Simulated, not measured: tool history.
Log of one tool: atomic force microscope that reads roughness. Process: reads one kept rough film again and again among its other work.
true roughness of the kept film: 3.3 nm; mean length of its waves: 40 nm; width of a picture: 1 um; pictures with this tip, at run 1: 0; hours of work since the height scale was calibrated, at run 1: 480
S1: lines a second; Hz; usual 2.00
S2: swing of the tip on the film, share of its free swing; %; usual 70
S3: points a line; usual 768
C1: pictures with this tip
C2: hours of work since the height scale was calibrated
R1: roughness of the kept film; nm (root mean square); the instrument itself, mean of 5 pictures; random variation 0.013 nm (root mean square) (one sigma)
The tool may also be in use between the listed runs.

run	day	S1	S2	S3	C1	C2	R1
1	0.000	2.00	70	768	0	480	3.028
2	0.771	2.00	70	768	26	493	3.001
3	1.321	2.00	70	390	45	502	2.995
4	1.917	2.00	70	269	66	511	3.003
5	2.408	2.00	70	269	83	519	3.003
6	3.067	2.00	70	269	105	530	3.000
7	3.608	2.00	67	269	124	539	2.996
# day 3.683: new tip fitted
8	4.242	3.62	70	768	19	549	2.897
9	4.954	3.62	70	768	43	561	2.923
10	5.421	3.62	71	768	59	568	2.894
11	6.221	1.23	70	353	87	582	3.064
12	6.721	1.13	70	353	104	590	3.075
# day 7.367: new tip fitted
13	7.425	2.72	81	429	2	601	2.800
14	8.029	2.00	64	768	22	611	3.080
15	8.783	2.00	64	768	48	623	3.072

3 ways to go on from here, each from the tool as it stands after run 15. What would each give?
A	9.383	1.38	83	446	69	633	?
B	9.383	0.77	70	768	69	633	?
C	9.383	0.98	81	768	69	633	?

run	R1
A	2.951
B	3.096
C	3.046
Without the tool's hidden state the same runs would have given:
run	R1
A	2.956
B	3.101
C	3.051
